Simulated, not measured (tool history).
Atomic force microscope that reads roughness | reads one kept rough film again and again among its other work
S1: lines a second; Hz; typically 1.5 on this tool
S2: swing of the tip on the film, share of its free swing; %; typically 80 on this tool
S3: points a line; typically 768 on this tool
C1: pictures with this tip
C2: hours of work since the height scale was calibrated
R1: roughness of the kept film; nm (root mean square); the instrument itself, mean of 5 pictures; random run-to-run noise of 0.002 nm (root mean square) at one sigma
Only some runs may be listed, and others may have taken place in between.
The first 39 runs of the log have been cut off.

run	day	S1	S2	S3	C1	C2	R1
# day 65.404: new tip fitted
40	66.842	1.5	66	768	83	341	2.153
41	67.996	1.34	85	366	150	363	1.959
42	69.083	1.34	85	366	213	384	1.954
43	71.333	1.05	79	350	343	426	2.062
# day 71.529: new tip fitted
44	73.692	1.05	79	350	126	471	2.086
45	75.633	0.65	83	274	238	508	2.118
# day 77.612: new tip fitted
46	77.992	2.19	75	397	22	552	1.983
47	80.129	1.5	80	744	146	593	2.009
48	81.483	1.5	80	744	225	619	1.996
# day 83.708: new tip fitted
49	83.904	0.68	80	768	12	664	2.172
50	85.021	0.77	64	768	76	686	2.242
51	86.271	0.73	69	325	149	709	2.206

What if the next run were any one of these 4? Each begins from the tool's condition after run 51:
A	87.521	2.42	84	541	221	733	?
B	87.521	2.32	69	553	221	733	?
C	87.521	0.51	69	325	221	733	?
D	87.521	3.8	62	768	221	733	?

run	R1
A	1.78
B	2.035
C	2.222
D	2.017
With no hidden state in the tool, these same runs would have given:
run	R1
A	1.79
B	2.045
C	2.234
D	2.027

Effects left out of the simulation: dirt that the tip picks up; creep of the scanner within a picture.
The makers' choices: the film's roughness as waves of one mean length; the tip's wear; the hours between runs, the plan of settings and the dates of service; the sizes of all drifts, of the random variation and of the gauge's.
